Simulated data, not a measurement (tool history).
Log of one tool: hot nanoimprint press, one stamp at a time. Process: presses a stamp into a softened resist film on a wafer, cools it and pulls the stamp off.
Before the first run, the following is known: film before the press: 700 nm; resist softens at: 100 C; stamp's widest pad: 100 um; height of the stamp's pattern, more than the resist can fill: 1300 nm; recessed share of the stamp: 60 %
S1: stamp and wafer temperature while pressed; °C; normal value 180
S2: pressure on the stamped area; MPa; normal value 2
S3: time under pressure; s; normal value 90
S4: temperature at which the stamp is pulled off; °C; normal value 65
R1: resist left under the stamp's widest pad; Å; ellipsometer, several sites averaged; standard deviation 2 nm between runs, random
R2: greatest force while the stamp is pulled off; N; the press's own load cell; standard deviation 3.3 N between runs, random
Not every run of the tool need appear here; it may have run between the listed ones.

run   hour   S1    S2   S3  S4    R1   R2
  1      0  180     2   90  65  3105  167
  2   29.2  180     2   90  65  3170  161
  3   44.2  180     2   90  65  3151  160
  4   56.9  180     2   90  65  3144  159
  5   71.1  180     2   90  53  3145  213
  6   87.2  180     2   90  53  3134  207
  7  114.2  180     2   90  65  3175  169
  8  135.6  180     2   90  65  3151  160
  9  152.5  191     2   90  70  2282  138
 10  171.3  191  1.91   54  58  2872  189
 11    187  191  1.91   54  58  2878  189
 12  204.5  191  1.91   54  58  2899  188
 13  216.9  180     2  128  61  2744  182
 14  234.5  170  1.51   64  67  5093  156
 15  258.3  187  1.65   89  63  2852  173

4 options for the next run, each taken on its own from the tool as it stands now. Forecast them:
  A  276.9  187  1.65  153  63   ?   ?
  B  276.9  192  1.28   89  63   ?   ?
  C  276.9  185  2.37   51  63   ?   ?
  D  276.9  180     2   90  52   ?   ?

run    R1   R2
  A  2335  167
  B  2848  168
  C  3048  160
  D  3117  215
Take away the tool's hidden state, keep each run's random variation, and the runs would have read:
run    R1   R2
  A  2334  165
  B  2846  166
  C  3047  158
  D  3115  212

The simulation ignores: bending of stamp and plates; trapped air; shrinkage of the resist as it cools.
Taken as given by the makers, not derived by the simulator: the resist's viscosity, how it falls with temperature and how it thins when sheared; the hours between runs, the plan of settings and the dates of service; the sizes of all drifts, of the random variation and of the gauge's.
